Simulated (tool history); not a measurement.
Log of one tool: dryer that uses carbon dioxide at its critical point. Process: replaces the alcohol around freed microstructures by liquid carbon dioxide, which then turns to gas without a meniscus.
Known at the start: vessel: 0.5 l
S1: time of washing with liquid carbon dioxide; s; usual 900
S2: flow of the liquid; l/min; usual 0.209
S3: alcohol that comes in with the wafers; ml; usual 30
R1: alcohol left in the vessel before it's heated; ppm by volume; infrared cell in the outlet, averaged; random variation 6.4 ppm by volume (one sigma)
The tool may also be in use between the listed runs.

run,day,S1,S2,S3,R1
1,0.000,900,0.209,30,361
2,1.996,900,0.209,30,393
3,3.671,900,0.209,30,415
4,5.154,900,0.209,30,445
# day 5.821: inlet filter changed
5,7.029,900,0.209,30,349
6,8.671,900,0.209,30,352
7,9.712,900,0.218,30,316
8,10.779,900,0.218,30,329
9,12.062,900,0.304,30,106
10,12.933,960,0.209,30,339
11,14.717,960,0.209,30,344
# day 15.246: inlet filter changed
12,16.471,900,0.209,56,587
13,17.546,900,0.135,30,2171
14,18.700,780,0.135,30,3395
15,19.942,780,0.135,30,3551
16,20.854,900,0.140,30,2114
17,21.804,1140,0.140,90,2575
18,22.988,900,0.135,30,2424

Run 19 comes next. What will it give?
# day 24.683: inlet filter changed
19,24.696,720,0.285,30,?

{"run 19": {"R1": 250}}
Without the tool's hidden state the same run would have given R1 149 ppm by volume.
